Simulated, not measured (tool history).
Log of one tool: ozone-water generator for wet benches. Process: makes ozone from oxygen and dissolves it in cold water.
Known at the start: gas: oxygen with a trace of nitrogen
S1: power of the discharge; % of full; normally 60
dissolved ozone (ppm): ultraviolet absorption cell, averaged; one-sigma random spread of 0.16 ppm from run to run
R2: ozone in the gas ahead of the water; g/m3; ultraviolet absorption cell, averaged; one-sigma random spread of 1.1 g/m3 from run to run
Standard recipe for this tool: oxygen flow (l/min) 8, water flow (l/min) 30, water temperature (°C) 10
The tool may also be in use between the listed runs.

{"run": 1, "hour": 0.0, "S1": 60, "oxygen flow (l/min)": 8, "water flow (l/min)": 30, "water temperature (°C)": 10, "dissolved ozone (ppm)": 20.9, "R2": 184.4}
{"run": 2, "hour": 38.2, "S1": 60, "oxygen flow (l/min)": 8, "water flow (l/min)": 30, "water temperature (°C)": 10, "dissolved ozone (ppm)": 21, "R2": 185.6}
{"run": 3, "hour": 72.0, "S1": 60, "oxygen flow (l/min)": 8, "water flow (l/min)": 30, "water temperature (°C)": 10, "dissolved ozone (ppm)": 21.2, "R2": 183.5}
{"run": 4, "hour": 121.7, "S1": 60, "oxygen flow (l/min)": 8, "water flow (l/min)": 30, "water temperature (°C)": 10, "dissolved ozone (ppm)": 20.8, "R2": 183.9}
{"run": 5, "hour": 171.3, "S1": 60, "oxygen flow (l/min)": 8, "water flow (l/min)": 30, "water temperature (°C)": 10, "dissolved ozone (ppm)": 20.8, "R2": 183.8}
{"run": 6, "hour": 201.8, "S1": 60, "oxygen flow (l/min)": 8, "water flow (l/min)": 30, "water temperature (°C)": 10, "dissolved ozone (ppm)": 20.9, "R2": 185.3}
{"run": 7, "hour": 246.9, "S1": 60, "oxygen flow (l/min)": 8, "water flow (l/min)": 30, "water temperature (°C)": 10, "dissolved ozone (ppm)": 20.8, "R2": 184.4}
{"run": 8, "hour": 295.6, "S1": 60, "oxygen flow (l/min)": 8, "water flow (l/min)": 30, "water temperature (°C)": 10, "dissolved ozone (ppm)": 20.7, "R2": 182.1}
{"run": 9, "hour": 321.5, "S1": 60, "oxygen flow (l/min)": 8, "water flow (l/min)": 30, "water temperature (°C)": 10, "dissolved ozone (ppm)": 21, "R2": 182.6}
{"run": 10, "hour": 364.2, "S1": 60, "oxygen flow (l/min)": 8, "water flow (l/min)": 30, "water temperature (°C)": 10, "dissolved ozone (ppm)": 20.6, "R2": 183.7}
{"run": 11, "hour": 407.4, "S1": 60, "oxygen flow (l/min)": 9.62, "water flow (l/min)": 30, "water temperature (°C)": 10, "dissolved ozone (ppm)": 21.2, "R2": 167.9}
{"run": 12, "hour": 434.4, "S1": 60, "oxygen flow (l/min)": 9.62, "water flow (l/min)": 30, "water temperature (°C)": 10, "dissolved ozone (ppm)": 21.2, "R2": 168}
{"run": 13, "hour": 480.8, "S1": 60, "oxygen flow (l/min)": 13.91, "water flow (l/min)": 22, "water temperature (°C)": 12, "dissolved ozone (ppm)": 25.6, "R2": 140.8}
{"run": 14, "hour": 509.5, "S1": 60, "oxygen flow (l/min)": 13.91, "water flow (l/min)": 22, "water temperature (°C)": 12, "dissolved ozone (ppm)": 25.7, "R2": 140.1}
{"run": 15, "hour": 544.0, "S1": 64, "oxygen flow (l/min)": 4.31, "water flow (l/min)": 26, "water temperature (°C)": 12, "dissolved ozone (ppm)": 21.7, "R2": 255.4}
{"run": 16, "hour": 569.2, "S1": 67, "oxygen flow (l/min)": 8, "water flow (l/min)": 46, "water temperature (°C)": 10, "dissolved ozone (ppm)": 14.2, "R2": 196}
{"run": 17, "hour": 614.4, "S1": 67, "oxygen flow (l/min)": 8, "water flow (l/min)": 39, "water temperature (°C)": 10, "dissolved ozone (ppm)": 16.9, "R2": 195.6}
{"run": 18, "hour": 653.3, "S1": 71, "oxygen flow (l/min)": 12.68, "water flow (l/min)": 22, "water temperature (°C)": 13, "dissolved ozone (ppm)": 28.2, "R2": 163.6}
{"run": 19, "hour": 704.4, "S1": 71, "oxygen flow (l/min)": 4.73, "water flow (l/min)": 22, "water temperature (°C)": 5, "dissolved ozone (ppm)": 29.7, "R2": 260.8}
{"run": 20, "hour": 736.3, "S1": 60, "oxygen flow (l/min)": 8, "water flow (l/min)": 30, "water temperature (°C)": 9, "dissolved ozone (ppm)": 20.9, "R2": 184}
{"run": 21, "hour": 780.9, "S1": 60, "oxygen flow (l/min)": 4.97, "water flow (l/min)": 30, "water temperature (°C)": 10, "dissolved ozone (ppm)": 18.6, "R2": 229.2}
{"run": 22, "hour": 814.5, "S1": 50, "oxygen flow (l/min)": 5.38, "water flow (l/min)": 30, "water temperature (°C)": 10, "dissolved ozone (ppm)": 17.1, "R2": 196.9}
{"run": 23, "hour": 865.9, "S1": 50, "oxygen flow (l/min)": 5.38, "water flow (l/min)": 30, "water temperature (°C)": 10, "dissolved ozone (ppm)": 17, "R2": 198.5}

Predict each of these 5 candidate next runs independently; none follows another, all start after run 23:
{"run": "A", "hour": 904.0, "S1": 50, "oxygen flow (l/min)": 5.38, "water flow (l/min)": 38, "water temperature (°C)": 10, "dissolved ozone (ppm)": "?", "R2": "?"}
{"run": "B", "hour": 904.0, "S1": 79, "oxygen flow (l/min)": 8, "water flow (l/min)": 30, "water temperature (°C)": 10, "dissolved ozone (ppm)": "?", "R2": "?"}
{"run": "C", "hour": 904.0, "S1": 80, "oxygen flow (l/min)": 8, "water flow (l/min)": 30, "water temperature (°C)": 5, "dissolved ozone (ppm)": "?", "R2": "?"}
{"run": "D", "hour": 904.0, "S1": 68, "oxygen flow (l/min)": 8, "water flow (l/min)": 30, "water temperature (°C)": 6, "dissolved ozone (ppm)": "?", "R2": "?"}
{"run": "E", "hour": 904.0, "S1": 81, "oxygen flow (l/min)": 8, "water flow (l/min)": 34, "water temperature (°C)": 10, "dissolved ozone (ppm)": "?", "R2": "?"}

run=A dissolved_ozone_(ppm)=13.3 R2=198.4
run=B dissolved_ozone_(ppm)=23.8 R2=212.9
run=C dissolved_ozone_(ppm)=25.6 R2=214.3
run=D dissolved_ozone_(ppm)=22.9 R2=197.5
run=E dissolved_ozone_(ppm)=21.5 R2=216.3
Without the tool's unlogged condition, the same runs would have read:
run=A dissolved_ozone_(ppm)=14.1 R2=204.6
run=B dissolved_ozone_(ppm)=25.5 R2=222
run=C dissolved_ozone_(ppm)=27.5 R2=223.4
run=D dissolved_ozone_(ppm)=24.4 R2=205.1
run=E dissolved_ozone_(ppm)=23 R2=225.6

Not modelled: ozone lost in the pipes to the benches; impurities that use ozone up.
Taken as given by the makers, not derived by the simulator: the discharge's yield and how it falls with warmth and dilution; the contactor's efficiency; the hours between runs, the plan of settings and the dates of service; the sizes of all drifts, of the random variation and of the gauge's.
